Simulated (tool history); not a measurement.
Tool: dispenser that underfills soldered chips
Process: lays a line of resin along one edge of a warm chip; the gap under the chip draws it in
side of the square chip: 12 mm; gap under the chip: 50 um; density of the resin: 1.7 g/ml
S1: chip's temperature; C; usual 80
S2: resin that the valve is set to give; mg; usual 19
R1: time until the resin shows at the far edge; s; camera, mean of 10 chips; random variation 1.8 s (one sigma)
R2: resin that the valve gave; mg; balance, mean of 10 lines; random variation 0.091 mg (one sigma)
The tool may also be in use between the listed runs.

Run 1, hour 0: usual settings. Result: R1 234.2 s, R2 17.86 mg.
At hour 8.5: new syringe of resin.
Run 2, hour 10: usual settings. Result: R1 213.9 s, R2 17.84 mg.
Run 3, hour 16.7: usual settings. Result: R1 333 s, R2 17.55 mg.
At hour 20.9: new syringe of resin.
At hour 22.5: dispensing valve cleaned and set on the balance.
Run 4, hour 27.8: usual settings. Result: R1 276 s, R2 19.04 mg.
Run 5, hour 32.4: usual settings but S1 70 C. Result: R1 624.9 s, R2 18.86 mg.
At hour 34: new syringe of resin.
Run 6, hour 37.3: usual settings but S1 70 C. Result: R1 382.7 s, R2 18.92 mg.
At hour 46.3: new syringe of resin.
Run 7, hour 46.9: usual settings but S1 82 C. Result: R1 177.8 s, R2 18.9 mg.
Run 8, hour 56: usual settings but S1 82 C. Result: R1 320.4 s, R2 18.8 mg.
At hour 58.6: new syringe of resin.
Run 9, hour 61.2: usual settings but S1 82 C. Result: R1 200.2 s, R2 18.6 mg.
Run 10, hour 66.6: usual settings. Result: R1 317.5 s, R2 18.75 mg.
At hour 70.7: new syringe of resin.
Run 11, hour 71.5: usual settings but S1 79 C, S2 23.6 mg. Result: R1 202.1 s, R2 23.15 mg.
Run 12, hour 77.4: usual settings but S1 94 C, S2 22.1 mg. Result: R1 152.4 s, R2 21.64 mg.
At hour 82.6: new syringe of resin.
Run 13, hour 83.9: usual settings but S1 74 C, S2 24.4 mg. Result: R1 275.9 s, R2 23.79 mg.
Run 14, hour 89.6: usual settings but S1 69 C, S2 17.2 mg. Result: R1 552 s, R2 16.79 mg.
At hour 94.7: new syringe of resin.
Run 15, hour 94.7: usual settings but S1 89 C, S2 16.4 mg. Result: R1 127.3 s, R2 16.05 mg.
Run 16, hour 98.7: usual settings but S2 19.8 mg. Result: R1 249.7 s, R2 19.18 mg.
Run 17, hour 104.1: usual settings but S2 17.1 mg. Result: R1 360.3 s, R2 16.66 mg.
At hour 106.9: new syringe of resin.
Run 18, hour 111.3: usual settings but S1 73 C, S2 19.5 mg. Result: R1 358.4 s, R2 18.97 mg.
Run 19, hour 115.4: usual settings but S1 66 C, S2 19.6 mg. Result: R1 688.8 s, R2 18.84 mg.
At hour 119.5: new syringe of resin.
Run 20, hour 123.3: usual settings but S1 92 C, S2 18.1 mg. Result: R1 145.7 s, R2 17.36 mg.

Forecast each of these 3 alternatives for the next run:
At hour 132.3: new syringe of resin.
Run A, hour 132.3: usual settings but S1 78 C, S2 21.2 mg. Result: R1 ?, R2 ?.
At hour 132.3: new syringe of resin.
Run B, hour 132.3: usual settings but S1 74 C, S2 16.6 mg. Result: R1 ?, R2 ?.
At hour 132.3: new syringe of resin.
Run C, hour 132.3: usual settings but S1 88 C, S2 23.1 mg. Result: R1 ?, R2 ?.

run     R1     R2
  A    206  20.31
  B  269.2  15.86
  C  128.3  22.15
Without the tool's hidden state the same runs would have given:
run     R1     R2
  A  193.3   21.2
  B  250.3  16.56
  C    121  23.12
